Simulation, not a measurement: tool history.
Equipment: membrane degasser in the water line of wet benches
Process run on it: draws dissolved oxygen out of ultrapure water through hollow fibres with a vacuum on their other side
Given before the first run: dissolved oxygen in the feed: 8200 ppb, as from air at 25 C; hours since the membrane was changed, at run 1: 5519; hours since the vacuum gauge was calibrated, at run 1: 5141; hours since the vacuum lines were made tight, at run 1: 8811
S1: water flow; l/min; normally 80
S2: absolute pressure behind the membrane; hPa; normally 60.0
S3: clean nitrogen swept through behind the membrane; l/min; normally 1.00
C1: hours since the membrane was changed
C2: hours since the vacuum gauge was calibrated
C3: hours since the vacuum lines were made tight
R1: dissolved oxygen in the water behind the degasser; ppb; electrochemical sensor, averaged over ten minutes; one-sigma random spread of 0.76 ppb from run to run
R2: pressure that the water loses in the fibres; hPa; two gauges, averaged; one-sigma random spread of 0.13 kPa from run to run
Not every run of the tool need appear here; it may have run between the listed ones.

run 1 hour=0.0 | S1=80 S2=60.0 S3=1.00 | C1=5519 C2=5141 C3=8811 | R1=371.4 R2=506.3
-- hour=100.3 seals of the vacuum lines changed
run 2 hour=225.0 | S1=80 S2=60.0 S3=1.00 | C1=5742 C2=5364 C3=125 | R1=375.2 R2=504.2
run 3 hour=352.7 | S1=80 S2=60.0 S3=1.00 | C1=5870 C2=5492 C3=252 | R1=374.1 R2=504.4
run 4 hour=533.9 | S1=80 S2=68.9 S3=1.00 | C1=6051 C2=5673 C3=434 | R1=484.1 R2=506.0
run 5 hour=697.3 | S1=80 S2=68.9 S3=1.00 | C1=6214 C2=5836 C3=597 | R1=483.6 R2=506.5
run 6 hour=879.6 | S1=80 S2=68.9 S3=1.00 | C1=6397 C2=6018 C3=779 | R1=484.2 R2=506.4
run 7 hour=1051.0 | S1=80 S2=68.9 S3=1.00 | C1=6568 C2=6190 C3=951 | R1=484.7 R2=509.3
run 8 hour=1212.3 | S1=80 S2=68.9 S3=1.00 | C1=6729 C2=6351 C3=1112 | R1=485.4 R2=506.0
run 9 hour=1337.6 | S1=80 S2=60.0 S3=1.00 | C1=6855 C2=6476 C3=1237 | R1=374.8 R2=506.4
run 10 hour=1558.5 | S1=80 S2=134.6 S3=1.00 | C1=7076 C2=6697 C3=1458 | R1=1235.2 R2=509.0
run 11 hour=1710.3 | S1=80 S2=60.0 S3=0.68 | C1=7227 C2=6849 C3=1610 | R1=471.1 R2=506.5
-- hour=1873.0 vacuum gauge calibrated
run 12 hour=1922.0 | S1=80 S2=60.0 S3=1.00 | C1=7439 C2=49 C3=1821 | R1=367.3 R2=507.8
run 13 hour=2117.4 | S1=80 S2=60.0 S3=1.00 | C1=7634 C2=244 C3=2017 | R1=369.2 R2=507.2
run 14 hour=2290.8 | S1=80 S2=60.0 S3=1.00 | C1=7807 C2=418 C3=2190 | R1=369.6 R2=507.7
run 15 hour=2452.4 | S1=80 S2=60.0 S3=1.00 | C1=7969 C2=579 C3=2352 | R1=370.0 R2=507.8

Forecast run 16:
run 16 hour=2593.0 | S1=80 S2=51.6 S3=1.00 | C1=8110 C2=720 C3=2492 | R1=? R2=?

Run 16 came out at R1 263.3 ppb, R2 509.6 hPa.
If the tool had no hidden condition, the same run with the same run-to-run variation would have returned R1 262.5 ppb, R2 499.5 hPa.

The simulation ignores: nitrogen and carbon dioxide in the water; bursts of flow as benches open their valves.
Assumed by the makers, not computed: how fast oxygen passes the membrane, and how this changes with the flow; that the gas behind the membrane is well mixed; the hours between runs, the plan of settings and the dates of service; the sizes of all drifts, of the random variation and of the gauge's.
